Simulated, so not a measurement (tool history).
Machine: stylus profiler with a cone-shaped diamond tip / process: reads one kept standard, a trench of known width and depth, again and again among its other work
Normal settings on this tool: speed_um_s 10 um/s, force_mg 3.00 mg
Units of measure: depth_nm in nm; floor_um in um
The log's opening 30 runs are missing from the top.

run,hour,speed_um_s,force_mg,depth_nm,floor_um
31,386.7,4,1.86,101.21,28.56
32,394.1,4,1.86,101.24,28.50
33,403.7,4,1.86,101.22,28.50
34,412.1,4,1.86,101.23,28.61
35,424.0,4,1.86,101.30,28.55
36,431.6,4,1.86,101.23,28.51
37,439.7,11,8.63,103.38,28.54
38,453.9,11,8.63,103.30,28.50
39,469.5,3,5.86,102.64,28.55
40,483.5,3,5.86,102.63,28.56
41,493.9,3,6.47,102.81,28.59
42,508.5,7,6.58,102.79,28.52
43,519.4,24,2.51,101.47,28.43
44,531.1,10,5.16,102.36,28.48
45,546.9,11,1.05,100.85,28.47
46,554.2,16,4.17,102.07,28.52
47,569.2,5,6.23,102.77,28.58
48,581.8,10,1.81,101.16,28.47

Below are 3 alternative next runs, each starting from the tool's condition after run 48. Predict each:
A,590.1,13,1.37,?,?
B,590.1,12,3.00,?,?
C,590.1,26,1.07,?,?

run,depth_nm,floor_um
A,101.05,28.41
B,101.72,28.52
C,100.81,28.31
With the hidden condition removed and each run's random variation left untouched, the same runs would have given:
run,depth_nm,floor_um
A,101.04,28.44
B,101.71,28.55
C,100.79,28.34
